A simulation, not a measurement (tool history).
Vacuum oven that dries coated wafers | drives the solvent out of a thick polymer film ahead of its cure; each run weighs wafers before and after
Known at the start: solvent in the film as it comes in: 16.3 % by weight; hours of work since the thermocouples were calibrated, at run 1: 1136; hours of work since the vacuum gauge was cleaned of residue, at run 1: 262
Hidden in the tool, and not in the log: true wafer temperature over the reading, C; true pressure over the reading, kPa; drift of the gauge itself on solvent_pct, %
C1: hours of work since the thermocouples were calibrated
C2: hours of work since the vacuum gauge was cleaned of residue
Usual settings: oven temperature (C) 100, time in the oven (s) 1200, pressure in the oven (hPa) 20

run 1 day=0 | oven_temperature_(C)=100 time_in_the_oven_(s)=1200 pressure_in_the_oven_(hPa)=20 | C1=1136 C2=262 | solvent_left_in_the_film_(%)=1.67
run 2 day=1.088 | oven_temperature_(C)=100 time_in_the_oven_(s)=1200 pressure_in_the_oven_(hPa)=16.2 | C1=1151 C2=277 | solvent_left_in_the_film_(%)=1.68
run 3 day=1.958 | oven_temperature_(C)=100 time_in_the_oven_(s)=1200 pressure_in_the_oven_(hPa)=24 | C1=1162 C2=288 | solvent_left_in_the_film_(%)=1.83
run 4 day=2.788 | oven_temperature_(C)=100 time_in_the_oven_(s)=1200 pressure_in_the_oven_(hPa)=24 | C1=1174 C2=300 | solvent_left_in_the_film_(%)=1.86
run 5 day=4.383 | oven_temperature_(C)=100 time_in_the_oven_(s)=1200 pressure_in_the_oven_(hPa)=20 | C1=1195 C2=321 | solvent_left_in_the_film_(%)=1.69
run 6 day=5.671 | oven_temperature_(C)=87 time_in_the_oven_(s)=1200 pressure_in_the_oven_(hPa)=20 | C1=1212 C2=338 | solvent_left_in_the_film_(%)=5.86
run 7 day=6.371 | oven_temperature_(C)=87 time_in_the_oven_(s)=1200 pressure_in_the_oven_(hPa)=20 | C1=1222 C2=348 | solvent_left_in_the_film_(%)=5.89
run 8 day=7.229 | oven_temperature_(C)=100 time_in_the_oven_(s)=1200 pressure_in_the_oven_(hPa)=20 | C1=1233 C2=359 | solvent_left_in_the_film_(%)=1.72
run 9 day=8.112 | oven_temperature_(C)=100 time_in_the_oven_(s)=1200 pressure_in_the_oven_(hPa)=19.1 | C1=1245 C2=371 | solvent_left_in_the_film_(%)=1.66
run 10 day=8.846 | oven_temperature_(C)=100 time_in_the_oven_(s)=1740 pressure_in_the_oven_(hPa)=20 | C1=1255 C2=381 | solvent_left_in_the_film_(%)=1
run 11 day=9.604 | oven_temperature_(C)=100 time_in_the_oven_(s)=1200 pressure_in_the_oven_(hPa)=20 | C1=1265 C2=391 | solvent_left_in_the_film_(%)=1.71
run 12 day=11.142 | oven_temperature_(C)=100 time_in_the_oven_(s)=1200 pressure_in_the_oven_(hPa)=20 | C1=1286 C2=412 | solvent_left_in_the_film_(%)=1.64
run 13 day=11.917 | oven_temperature_(C)=100 time_in_the_oven_(s)=1200 pressure_in_the_oven_(hPa)=20 | C1=1297 C2=423 | solvent_left_in_the_film_(%)=1.73
run 14 day=12.633 | oven_temperature_(C)=100 time_in_the_oven_(s)=1200 pressure_in_the_oven_(hPa)=20 | C1=1306 C2=432 | solvent_left_in_the_film_(%)=1.71
run 15 day=13.371 | oven_temperature_(C)=100 time_in_the_oven_(s)=1200 pressure_in_the_oven_(hPa)=20 | C1=1316 C2=442 | solvent_left_in_the_film_(%)=1.7
run 16 day=14.383 | oven_temperature_(C)=100 time_in_the_oven_(s)=1200 pressure_in_the_oven_(hPa)=20 | C1=1330 C2=456 | solvent_left_in_the_film_(%)=1.75
run 17 day=15.296 | oven_temperature_(C)=100 time_in_the_oven_(s)=1200 pressure_in_the_oven_(hPa)=20 | C1=1342 C2=468 | solvent_left_in_the_film_(%)=1.71
run 18 day=16.104 | oven_temperature_(C)=90 time_in_the_oven_(s)=1200 pressure_in_the_oven_(hPa)=20 | C1=1353 C2=479 | solvent_left_in_the_film_(%)=4.77
run 19 day=17.421 | oven_temperature_(C)=90 time_in_the_oven_(s)=1200 pressure_in_the_oven_(hPa)=20 | C1=1371 C2=497 | solvent_left_in_the_film_(%)=4.7
run 20 day=18.708 | oven_temperature_(C)=100 time_in_the_oven_(s)=720 pressure_in_the_oven_(hPa)=20 | C1=1388 C2=514 | solvent_left_in_the_film_(%)=3.51
run 21 day=20.154 | oven_temperature_(C)=100 time_in_the_oven_(s)=720 pressure_in_the_oven_(hPa)=20 | C1=1408 C2=533 | solvent_left_in_the_film_(%)=3.48
run 22 day=20.812 | oven_temperature_(C)=100 time_in_the_oven_(s)=720 pressure_in_the_oven_(hPa)=20 | C1=1416 C2=542 | solvent_left_in_the_film_(%)=3.47
run 23 day=21.908 | oven_temperature_(C)=100 time_in_the_oven_(s)=720 pressure_in_the_oven_(hPa)=20 | C1=1431 C2=557 | solvent_left_in_the_film_(%)=3.54
run 24 day=22.921 | oven_temperature_(C)=100 time_in_the_oven_(s)=720 pressure_in_the_oven_(hPa)=20 | C1=1445 C2=571 | solvent_left_in_the_film_(%)=3.52
run 25 day=24.262 | oven_temperature_(C)=110 time_in_the_oven_(s)=720 pressure_in_the_oven_(hPa)=14.3 | C1=1463 C2=589 | solvent_left_in_the_film_(%)=0.92
run 26 day=24.95 | oven_temperature_(C)=110 time_in_the_oven_(s)=720 pressure_in_the_oven_(hPa)=14.3 | C1=1472 C2=598 | solvent_left_in_the_film_(%)=0.99
run 27 day=25.983 | oven_temperature_(C)=100 time_in_the_oven_(s)=1200 pressure_in_the_oven_(hPa)=26.1 | C1=1486 C2=612 | solvent_left_in_the_film_(%)=1.89
run 28 day=27.333 | oven_temperature_(C)=100 time_in_the_oven_(s)=1200 pressure_in_the_oven_(hPa)=65.4 | C1=1504 C2=630 | solvent_left_in_the_film_(%)=3.08
run 29 day=28.471 | oven_temperature_(C)=100 time_in_the_oven_(s)=1200 pressure_in_the_oven_(hPa)=65.4 | C1=1520 C2=645 | solvent_left_in_the_film_(%)=3.05
-- day=29.875 oven's thermocouples calibrated
run 30 day=29.875 | oven_temperature_(C)=100 time_in_the_oven_(s)=960 pressure_in_the_oven_(hPa)=20 | C1=0 C2=663 | solvent_left_in_the_film_(%)=2.36
run 31 day=30.533 | oven_temperature_(C)=100 time_in_the_oven_(s)=960 pressure_in_the_oven_(hPa)=17.5 | C1=9 C2=672 | solvent_left_in_the_film_(%)=2.25
run 32 day=31.712 | oven_temperature_(C)=100 time_in_the_oven_(s)=960 pressure_in_the_oven_(hPa)=17.5 | C1=25 C2=688 | solvent_left_in_the_film_(%)=2.3
run 33 day=33.125 | oven_temperature_(C)=100 time_in_the_oven_(s)=960 pressure_in_the_oven_(hPa)=17.5 | C1=44 C2=707 | solvent_left_in_the_film_(%)=2.33
run 34 day=33.912 | oven_temperature_(C)=100 time_in_the_oven_(s)=960 pressure_in_the_oven_(hPa)=17.5 | C1=54 C2=718 | solvent_left_in_the_film_(%)=2.25
run 35 day=35.512 | oven_temperature_(C)=107 time_in_the_oven_(s)=1620 pressure_in_the_oven_(hPa)=60.8 | C1=76 C2=739 | solvent_left_in_the_film_(%)=1.58
run 36 day=36.967 | oven_temperature_(C)=107 time_in_the_oven_(s)=1920 pressure_in_the_oven_(hPa)=80 | C1=96 C2=759 | solvent_left_in_the_film_(%)=2.06
run 37 day=38.208 | oven_temperature_(C)=104 time_in_the_oven_(s)=2100 pressure_in_the_oven_(hPa)=20 | C1=112 C2=776 | solvent_left_in_the_film_(%)=0.61
run 38 day=39.279 | oven_temperature_(C)=111 time_in_the_oven_(s)=2160 pressure_in_the_oven_(hPa)=31.4 | C1=127 C2=790 | solvent_left_in_the_film_(%)=0.62
run 39 day=40.867 | oven_temperature_(C)=91 time_in_the_oven_(s)=960 pressure_in_the_oven_(hPa)=45.4 | C1=148 C2=811 | solvent_left_in_the_film_(%)=6.05
run 40 day=41.646 | oven_temperature_(C)=87 time_in_the_oven_(s)=1200 pressure_in_the_oven_(hPa)=27.3 | C1=159 C2=822 | solvent_left_in_the_film_(%)=6.04
run 41 day=42.838 | oven_temperature_(C)=100 time_in_the_oven_(s)=840 pressure_in_the_oven_(hPa)=60.3 | C1=175 C2=838 | solvent_left_in_the_film_(%)=4.07
run 42 day=44.233 | oven_temperature_(C)=100 time_in_the_oven_(s)=840 pressure_in_the_oven_(hPa)=46.6 | C1=193 C2=857 | solvent_left_in_the_film_(%)=3.52
run 43 day=45.517 | oven_temperature_(C)=88 time_in_the_oven_(s)=840 pressure_in_the_oven_(hPa)=27.6 | C1=211 C2=874 | solvent_left_in_the_film_(%)=7.26
run 44 day=46.512 | oven_temperature_(C)=88 time_in_the_oven_(s)=840 pressure_in_the_oven_(hPa)=27.6 | C1=224 C2=887 | solvent_left_in_the_film_(%)=7.27
run 45 day=47.654 | oven_temperature_(C)=105 time_in_the_oven_(s)=840 pressure_in_the_oven_(hPa)=34.2 | C1=239 C2=903 | solvent_left_in_the_film_(%)=1.95
run 46 day=49.171 | oven_temperature_(C)=112 time_in_the_oven_(s)=1200 pressure_in_the_oven_(hPa)=24.2 | C1=260 C2=923 | solvent_left_in_the_film_(%)=0.59
run 47 day=49.875 | oven_temperature_(C)=100 time_in_the_oven_(s)=1080 pressure_in_the_oven_(hPa)=55.9 | C1=269 C2=933 | solvent_left_in_the_film_(%)=3.06
run 48 day=50.779 | oven_temperature_(C)=106 time_in_the_oven_(s)=1200 pressure_in_the_oven_(hPa)=16.2 | C1=282 C2=945 | solvent_left_in_the_film_(%)=0.74

Hidden state at the last listed run before each entry between runs and at the first one after, where it differs:
Between runs 29 and 30: oven's thermocouples calibrated (day 29.875)
  true wafer temperature over the reading, C: -0.1 -> 0
  measured less the result without the state, solvent left in the film (%): +0.03 -> +0.01
